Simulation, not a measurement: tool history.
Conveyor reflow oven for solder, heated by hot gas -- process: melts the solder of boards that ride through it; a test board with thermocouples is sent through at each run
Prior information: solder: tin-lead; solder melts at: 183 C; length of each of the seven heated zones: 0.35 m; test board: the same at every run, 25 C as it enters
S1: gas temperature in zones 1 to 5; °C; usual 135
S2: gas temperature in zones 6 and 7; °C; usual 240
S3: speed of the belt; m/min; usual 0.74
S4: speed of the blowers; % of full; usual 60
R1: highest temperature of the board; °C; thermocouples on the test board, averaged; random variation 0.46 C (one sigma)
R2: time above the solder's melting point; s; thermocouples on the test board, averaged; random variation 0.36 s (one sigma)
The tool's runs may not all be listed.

{"run": 1, "hour": 0.0, "S1": 135, "S2": 240, "S3": 0.74, "S4": 60, "R1": 218.7, "R2": 42.6}
{"run": 2, "hour": 8.9, "S1": 135, "S2": 240, "S3": 0.74, "S4": 60, "R1": 219.1, "R2": 42.2}
{"run": 3, "hour": 28.4, "S1": 135, "S2": 240, "S3": 0.74, "S4": 60, "R1": 218.4, "R2": 42}
{"run": 4, "hour": 38.7, "S1": 135, "S2": 240, "S3": 0.74, "S4": 60, "R1": 218.7, "R2": 41.3}
{"run": 5, "hour": 51.9, "S1": 135, "S2": 240, "S3": 0.74, "S4": 60, "R1": 218, "R2": 42}
{"run": 6, "hour": 68.2, "S1": 135, "S2": 240, "S3": 0.74, "S4": 60, "R1": 218.1, "R2": 41.9}
{"run": 7, "hour": 85.5, "S1": 123, "S2": 240, "S3": 0.74, "S4": 60, "R1": 216.6, "R2": 38}
{"run": 8, "hour": 102.0, "S1": 135, "S2": 240, "S3": 0.64, "S4": 60, "R1": 223.8, "R2": 52.4}
{"run": 9, "hour": 110.3, "S1": 135, "S2": 240, "S3": 0.641, "S4": 60, "R1": 223.5, "R2": 52.5}
{"run": 10, "hour": 118.9, "S1": 128, "S2": 240, "S3": 0.74, "S4": 60, "R1": 216.8, "R2": 39}
{"run": 11, "hour": 137.2, "S1": 128, "S2": 240, "S3": 0.74, "S4": 60, "R1": 216.8, "R2": 38.9}
{"run": 12, "hour": 146.0, "S1": 128, "S2": 240, "S3": 0.632, "S4": 60, "R1": 223.4, "R2": 51}
{"run": 13, "hour": 165.7, "S1": 125, "S2": 240, "S3": 0.632, "S4": 60, "R1": 222.4, "R2": 49.3}
{"run": 14, "hour": 177.0, "S1": 135, "S2": 240, "S3": 0.792, "S4": 60, "R1": 215.4, "R2": 36.8}
{"run": 15, "hour": 190.1, "S1": 135, "S2": 240, "S3": 0.792, "S4": 60, "R1": 216.5, "R2": 38.1}
{"run": 16, "hour": 202.1, "S1": 146, "S2": 236, "S3": 0.638, "S4": 87, "R1": 227.2, "R2": 58.7}
{"run": 17, "hour": 213.5, "S1": 132, "S2": 243, "S3": 0.672, "S4": 86, "R1": 231.1, "R2": 53.5}
{"run": 18, "hour": 224.0, "S1": 132, "S2": 243, "S3": 0.672, "S4": 86, "R1": 230.9, "R2": 52.5}
{"run": 19, "hour": 234.4, "S1": 135, "S2": 240, "S3": 0.771, "S4": 60, "R1": 216.9, "R2": 39.1}
{"run": 20, "hour": 246.1, "S1": 143, "S2": 232, "S3": 0.599, "S4": 82, "R1": 224.4, "R2": 59.6}
{"hour": 251.7, "done": "belt drive overhauled, speed set with a stopwatch"}
{"run": 21, "hour": 269.7, "S1": 143, "S2": 232, "S3": 0.599, "S4": 82, "R1": 224.5, "R2": 59.9}
{"run": 22, "hour": 284.7, "S1": 143, "S2": 232, "S3": 0.599, "S4": 82, "R1": 225.8, "R2": 60.1}
{"run": 23, "hour": 293.5, "S1": 135, "S2": 240, "S3": 0.833, "S4": 64, "R1": 214.8, "R2": 33.9}
{"run": 24, "hour": 303.8, "S1": 135, "S2": 240, "S3": 0.833, "S4": 64, "R1": 214.8, "R2": 35}
{"run": 25, "hour": 323.9, "S1": 143, "S2": 241, "S3": 0.593, "S4": 68, "R1": 230.6, "R2": 63}
{"hour": 329.1, "done": "belt drive overhauled, speed set with a stopwatch, once more"}
{"run": 26, "hour": 343.2, "S1": 143, "S2": 241, "S3": 0.593, "S4": 68, "R1": 230.3, "R2": 62.9}
{"run": 27, "hour": 353.9, "S1": 124, "S2": 241, "S3": 0.593, "S4": 89, "R1": 232.7, "R2": 58.4}
{"run": 28, "hour": 363.3, "S1": 124, "S2": 242, "S3": 0.593, "S4": 56, "R1": 224.5, "R2": 54.5}
{"run": 29, "hour": 383.6, "S1": 124, "S2": 236, "S3": 0.779, "S4": 56, "R1": 208.5, "R2": 29.3}
{"run": 30, "hour": 396.3, "S1": 125, "S2": 252, "S3": 0.843, "S4": 60, "R1": 220, "R2": 34.3}

Hidden state or all else? Some run-to-run changes of R1, split into what the settings, what came in and random variation would give without the hidden state, and what is left for the hidden state (with any gauge scatter that isn't in both results):
The hidden state here: heat that the gas passes to the board, % of a clean oven's; belt's true speed, % of the reading; true gas temperature in zones 6 and 7 over the reading, C; drift of the gauge itself on peak_c, C; drift of the gauge itself on liquid_s, %.
Run 18 -> 19: S1 132 -> 135, S2 243 -> 240, S3 0.672 -> 0.771, S4 86 -> 60. R1 -14 °C: hidden state -0.2, all else -13.8.
Run 19 -> 20: S1 135 -> 143, S2 240 -> 232, S3 0.771 -> 0.599, S4 60 -> 82. R1 +7.5 °C: hidden state +0.7, all else +6.8.
Run 22 -> 23: S1 143 -> 135, S2 232 -> 240, S3 0.599 -> 0.833, S4 82 -> 64. R1 -11 °C: hidden state -0.9, all else -10.1.
Run 24 -> 25: S1 135 -> 143, S2 240 -> 241, S3 0.833 -> 0.593, S4 64 -> 68. R1 +15.8 °C: hidden state +0.7, all else +15.1.
Run 28 -> 29: S2 242 -> 236, S3 0.593 -> 0.779. R1 -16 °C: hidden state -0.5, all else -15.5.
